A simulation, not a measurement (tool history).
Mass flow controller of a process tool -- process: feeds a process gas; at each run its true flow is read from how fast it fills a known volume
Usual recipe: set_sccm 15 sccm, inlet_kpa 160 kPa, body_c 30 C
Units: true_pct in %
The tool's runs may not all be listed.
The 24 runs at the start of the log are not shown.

| run | hour | set_sccm | inlet_kpa | body_c | true_pct |
|---|---|---|---|---|---|
| 25 | 2121.5 | 39 | 249 | 30 | 100.52 |
| 26 | 2193.2 | 39 | 249 | 30 | 100.71 |
| 27 | 2247.5 | 15 | 175 | 26 | 97.94 |
| 28 | 2364.2 | 10 | 215 | 37 | 97.48 |
| 29 | 2435.1 | 10 | 215 | 34 | 97.45 |
| 30 | 2510.1 | 10 | 215 | 34 | 97.47 |
| 31 | 2604.3 | 31 | 263 | 30 | 100.02 |
| 32 | 2690 | 31 | 263 | 30 | 99.98 |
| 33 | 2747 | 31 | 263 | 30 | 100.03 |
| 34 | 2856.8 | 15 | 149 | 30 | 98.06 |
| 35 | 2949.8 | 15 | 259 | 23 | 98.15 |
| 36 | 3062.7 | 15 | 259 | 31 | 98.47 |
| 37 | 3152.7 | 35 | 160 | 34 | 100.2 |
| 38 | 3256.8 | 14 | 160 | 20 | 97.49 |
| 39 | 3327.6 | 40 | 211 | 20 | 100.17 |
| 40 | 3459.8 | 21 | 249 | 24 | 98.79 |

Predict each of these 4 candidate next runs independently; none follows another, all start after run 40:
| A | 3564.6 | 20 | 223 | 33 | ? |
| B | 3564.6 | 50 | 249 | 38 | ? |
| C | 3564.6 | 8 | 181 | 25 | ? |
| D | 3564.6 | 21 | 249 | 22 | ? |

| run | true_pct |
|---|---|
| A | 99.03 |
| B | 101.81 |
| C | 96.38 |
| D | 98.88 |
Without the tool's hidden state the same runs would have given:
| run | true_pct |
|---|---|
| A | 98.49 |
| B | 100.69 |
| C | 97.3 |
| D | 98.29 |
